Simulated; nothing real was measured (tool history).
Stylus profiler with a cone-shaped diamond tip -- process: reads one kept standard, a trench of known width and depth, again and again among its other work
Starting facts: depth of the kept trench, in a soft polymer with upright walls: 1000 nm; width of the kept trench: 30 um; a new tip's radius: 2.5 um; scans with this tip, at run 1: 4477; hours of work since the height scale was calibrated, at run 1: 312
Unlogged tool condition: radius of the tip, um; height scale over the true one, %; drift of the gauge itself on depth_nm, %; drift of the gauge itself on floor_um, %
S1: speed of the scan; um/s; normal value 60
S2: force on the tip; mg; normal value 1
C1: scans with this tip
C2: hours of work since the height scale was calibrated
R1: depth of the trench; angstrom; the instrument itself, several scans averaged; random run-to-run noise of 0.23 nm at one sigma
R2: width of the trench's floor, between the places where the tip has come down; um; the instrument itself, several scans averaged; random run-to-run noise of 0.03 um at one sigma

Run 1, hour 0: usual settings; C1 4477; C2 312. Result: R1 10092.1 angstrom, R2 25.61 um.
Run 2, hour 22.3: usual settings; C1 4672; C2 326. Result: R1 10090.6 angstrom, R2 25.61 um.
Run 3, hour 62.2: usual settings; C1 5021; C2 350. Result: R1 10091.9 angstrom, R2 25.65 um.
Run 4, hour 102: usual settings but S1 177 um/s; C1 5368; C2 374. Result: R1 10089.4 angstrom, R2 24.96 um.
Run 5, hour 140.2: usual settings but S1 177 um/s; C1 5702; C2 397. Result: R1 10092.6 angstrom, R2 24.95 um.
Run 6, hour 189.5: usual settings but S1 177 um/s; C1 6132; C2 427. Result: R1 10093 angstrom, R2 24.9 um.
Run 7, hour 236.1: usual settings but S1 177 um/s; C1 6539; C2 456. Result: R1 10089.1 angstrom, R2 25.03 um.
Run 8, hour 279.1: usual settings but S1 177 um/s; C1 6914; C2 482. Result: R1 10090.6 angstrom, R2 25.01 um.
Run 9, hour 321.1: usual settings but S1 177 um/s; C1 7281; C2 507. Result: R1 10094.2 angstrom, R2 24.99 um.
Run 10, hour 359.1: usual settings; C1 7613; C2 530. Result: R1 10091.4 angstrom, R2 25.61 um.
Run 11, hour 385.3: usual settings; C1 7842; C2 546. Result: R1 10093.5 angstrom, R2 25.66 um.
Run 12, hour 418.2: usual settings but S2 1.23 mg; C1 8128; C2 566. Result: R1 10106.4 angstrom, R2 25.71 um.
Run 13, hour 455.1: usual settings but S1 27 um/s; C1 8451; C2 589. Result: R1 10091.8 angstrom, R2 25.87 um.
Run 14, hour 487.5: usual settings but S1 121 um/s; C1 8734; C2 609. Result: R1 10096.3 angstrom, R2 25.31 um.
Run 15, hour 514.9: usual settings but S2 0.57 mg; C1 8973; C2 625. Result: R1 10062.1 angstrom, R2 25.6 um.
Run 16, hour 542.9: usual settings but S2 0.69 mg; C1 9218; C2 642. Result: R1 10073.6 angstrom, R2 25.57 um.
Run 17, hour 589.9: usual settings but S1 58 um/s, S2 0.44 mg; C1 9628; C2 671. Result: R1 10052.1 angstrom, R2 25.46 um.
Run 18, hour 626: usual settings but S1 19 um/s, S2 0.96 mg; C1 9943; C2 693. Result: R1 10089.1 angstrom, R2 25.92 um.
Run 19, hour 662.5: usual settings but S1 207 um/s; C1 10262; C2 715. Result: R1 10092.2 angstrom, R2 24.82 um.
Run 20, hour 710.6: usual settings but S2 2.29 mg; C1 10682; C2 744. Result: R1 10157.6 angstrom, R2 25.78 um.
Run 21, hour 749.3: usual settings but S2 2.29 mg; C1 11020; C2 768. Result: R1 10158.2 angstrom, R2 25.73 um.
Run 22, hour 799.6: usual settings but S2 0.73 mg; C1 11459; C2 799. Result: R1 10074.4 angstrom, R2 25.55 um.
Run 23, hour 848.4: usual settings but S1 108 um/s; C1 11885; C2 828. Result: R1 10090.2 angstrom, R2 25.37 um.
Run 24, hour 876: usual settings but S1 108 um/s; C1 12126; C2 845. Result: R1 10091.1 angstrom, R2 25.31 um.
Run 25, hour 906.6: usual settings but S1 40 um/s, S2 0.96 mg; C1 12393; C2 864. Result: R1 10093.3 angstrom, R2 25.82 um.
Run 26, hour 952.3: usual settings but S2 0.72 mg; C1 12793; C2 891. Result: R1 10073.3 angstrom, R2 25.59 um.
Run 27, hour 990.6: usual settings but S1 111 um/s, S2 2.81 mg; C1 13127; C2 915. Result: R1 10179 angstrom, R2 25.6 um.
Run 28, hour 1024.1: usual settings but S1 111 um/s, S2 2.81 mg; C1 13419; C2 935. Result: R1 10181.7 angstrom, R2 25.59 um.
Run 29, hour 1052.3: usual settings but S1 89 um/s, S2 0.76 mg; C1 13666; C2 952. Result: R1 10077.8 angstrom, R2 25.43 um.
Run 30, hour 1093.7: usual settings but S1 158 um/s, S2 1.49 mg; C1 14027; C2 977. Result: R1 10119.2 angstrom, R2 25.25 um.
Run 31, hour 1122.6: usual settings but S1 158 um/s, S2 1.49 mg; C1 14279; C2 995. Result: R1 10117.6 angstrom, R2 25.29 um.

The next listed run, before its measurement:
Run 32, hour 1145.2: usual settings but S1 158 um/s, S2 1.63 mg; C1 14476; C2 1009. Result: R1 ?, R2 ?.

Run 32 gave R1 10127.7 angstrom, R2 25.24 um.
Minus the tool's unlogged condition, the same run would have read R1 10127.5 angstrom, R2 25.26 um.
